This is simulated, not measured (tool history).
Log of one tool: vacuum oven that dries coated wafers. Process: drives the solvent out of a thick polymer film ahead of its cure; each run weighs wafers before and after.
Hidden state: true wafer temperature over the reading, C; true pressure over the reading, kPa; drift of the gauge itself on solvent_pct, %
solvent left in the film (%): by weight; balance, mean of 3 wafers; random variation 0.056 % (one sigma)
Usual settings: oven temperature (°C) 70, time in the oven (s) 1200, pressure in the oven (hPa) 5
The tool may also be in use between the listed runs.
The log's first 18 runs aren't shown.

run	hour	oven temperature (°C)	time in the oven (s)	pressure in the oven (hPa)	hours of work since the thermocouples were calibrated	hours of work since the vacuum gauge was cleaned of residue	solvent left in the film (%)
19	619.4	70	1200	18.21	1514	583	2.35
20	645.9	70	1260	16.03	1534	603	2.09
21	689.1	56	1260	3.34	1567	636	6.8
22	712	72	720	2.84	1585	654	2.65
# hour 728.9: oven's thermocouples calibrated
23	743.4	76	960	2.84	11	676	0.59
24	766.1	70	1200	4.16	29	694	1.09
25	804.4	71	1140	3.72	58	723	1.03
26	835.8	56	1140	3.72	82	747	6.66
27	875.1	56	1140	3.72	112	777	6.69
28	906.7	60	720	6.23	136	801	7.48
# hour 919.2: oven's thermocouples calibrated, once more
29	942.9	60	720	6.23	18	828	9.94
30	969.5	85	720	16.03	38	848	1.11
31	995.2	67	720	6.02	58	868	6.61
32	1030.8	78	1200	18.34	85	895	1.51
33	1067.2	73	1200	18.34	113	923	2.49
34	1098.2	71	1680	3.71	137	946	1.07
35	1122.4	70	1200	5	155	965	2.33

Forecast each of these 3 alternatives for the next run:
A	1165.5	69	1200	5	189	998	?
B	1165.5	77	1200	2.79	189	998	?
C	1165.5	72	1200	5.23	189	998	?

run	solvent left in the film (%)
A	2.67
B	0.66
C	1.81
Without the tool's hidden state the same runs would have given:
run	solvent left in the film (%)
A	2.71
B	0.6
C	1.81
